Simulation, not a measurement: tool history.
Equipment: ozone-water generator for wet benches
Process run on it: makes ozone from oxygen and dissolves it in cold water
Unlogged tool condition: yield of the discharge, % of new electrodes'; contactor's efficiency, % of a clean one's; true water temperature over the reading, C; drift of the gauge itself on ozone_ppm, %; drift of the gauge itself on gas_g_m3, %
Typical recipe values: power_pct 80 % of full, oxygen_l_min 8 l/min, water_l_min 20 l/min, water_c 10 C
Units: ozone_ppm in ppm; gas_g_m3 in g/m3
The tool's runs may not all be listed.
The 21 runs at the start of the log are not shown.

| run | hour | power_pct | oxygen_l_min | water_l_min | water_c | hours of work since the electrodes were changed | hours of work since the contactor was cleaned | hours of work since the thermometer was calibrated | ozone_ppm | gas_g_m3 |
|---|---|---|---|---|---|---|---|---|---|---|
| 22 | 2086.6 | 80 | 11.4 | 27 | 10 | 4376 | 176 | 1101 | 22.9 | 158.8 |
| 23 | 2143.4 | 50 | 5.02 | 27 | 10 | 4419 | 219 | 1144 | 19.7 | 224.3 |
| 24 | 2242 | 95 | 4.48 | 28 | 11 | 4493 | 293 | 1218 | 24.8 | 317.2 |
| 25 | 2357.9 | 80 | 11.16 | 22 | 10 | 4580 | 380 | 1305 | 26.9 | 159.3 |
| 26 | 2451.5 | 80 | 11.16 | 22 | 10 | 4651 | 450 | 1376 | 26.3 | 155.3 |
| 27 | 2527.3 | 42 | 7.22 | 14 | 8 | 4708 | 507 | 1433 | 31.4 | 158.8 |
| 28 | 2584.3 | 42 | 7.22 | 14 | 8 | 4751 | 550 | 1476 | 31.7 | 157.4 |
| 29 | 2710.3 | 54 | 4.21 | 22 | 9 | 4845 | 645 | 1570 | 24.6 | 252.8 |

Run 30, settings as shown, results not yet in. Your forecast:
| 30 | 2800.2 | 54 | 4.21 | 22 | 9 | 4913 | 713 | 1638 | ? | ? |

Run 30 gave ozone_ppm 24.4 ppm, gas_g_m3 254.9 g/m3.
If the tool had no hidden condition, the same run with the same run-to-run variation would have returned ozone_ppm 32.5 ppm, gas_g_m3 336.4 g/m3.
